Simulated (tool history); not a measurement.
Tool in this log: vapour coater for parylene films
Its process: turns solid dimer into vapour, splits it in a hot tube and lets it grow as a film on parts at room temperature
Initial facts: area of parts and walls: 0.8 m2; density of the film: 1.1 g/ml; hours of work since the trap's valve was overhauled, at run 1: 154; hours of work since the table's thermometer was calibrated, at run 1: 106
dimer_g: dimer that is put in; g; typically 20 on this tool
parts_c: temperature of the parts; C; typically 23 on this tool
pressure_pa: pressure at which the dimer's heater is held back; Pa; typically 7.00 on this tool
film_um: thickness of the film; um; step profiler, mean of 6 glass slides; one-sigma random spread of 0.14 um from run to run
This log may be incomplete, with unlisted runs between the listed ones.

run   hour  dimer_g  parts_c  pressure_pa  hours of work since the trap's valve was overhauled  hours of work since the table's thermometer was calibrated  film_um
  1    0.0       20       23         7.00                                                  154                                                         106    16.02
  2   13.6       29       23         7.00                                                  162                                                         115    23.64
  3   20.8       29       23         7.00                                                  167                                                         120    23.46
  4   37.8       29       28         7.00                                                  178                                                         131    20.63
  5   45.1       29       28         7.00                                                  183                                                         136    20.36
  6   53.3       29       28         7.00                                                  188                                                         141    20.60
  7   61.9       20       23         7.00                                                  194                                                         146    15.58
  8   73.7       20       23         7.00                                                  202                                                         154    15.80
  9   86.5       20       23         7.00                                                  210                                                         162    15.64
 10  101.8       20       23         7.00                                                  220                                                         172    15.68
 11  115.7       20       33         7.00                                                  229                                                         182    12.58
 12  129.7       20       33         7.00                                                  238                                                         191    12.43
 13  143.4       20       16         7.00                                                  247                                                         200    18.36
 14  152.4       13       24         3.21                                                  253                                                         205    10.65
 15  166.4       20       20         3.84                                                  262                                                         215    17.35
 16  180.0       17       20         9.93                                                  271                                                         223    13.77
 17  197.3        8       20         4.45                                                  282                                                         235     6.90
 18  208.9        8       20         4.45                                                  290                                                         242     6.88
 19  224.5       33       29         7.00                                                  300                                                         252    22.28
 20  238.0       24       27         7.00                                                  308                                                         261    17.12
 21  250.4       24       27         7.00                                                  317                                                         269    16.72
 22  263.7        9       17         2.55                                                  325                                                         278     8.68
 23  276.2       11       17         9.82                                                  333                                                         286     9.21
 24  292.7       11       32         9.82                                                  344                                                         297     6.58

4 ways to go on from here, each from the tool as it stands after run 24. What would each give?
  A  302.0       20       15         2.54                                                  350                                                         303        ?
  B  302.0       23       32         9.82                                                  350                                                         303        ?
  C  302.0       11       32        10.76                                                  350                                                         303        ?
  D  302.0       25       24         2.13                                                  350                                                         303        ?

run  film_um
  A    19.85
  B    13.83
  C     6.62
  D    20.82
What these runs would have given with no unlogged condition in the tool:
run  film_um
  A    21.86
  B    15.23
  C     7.29
  D    22.93
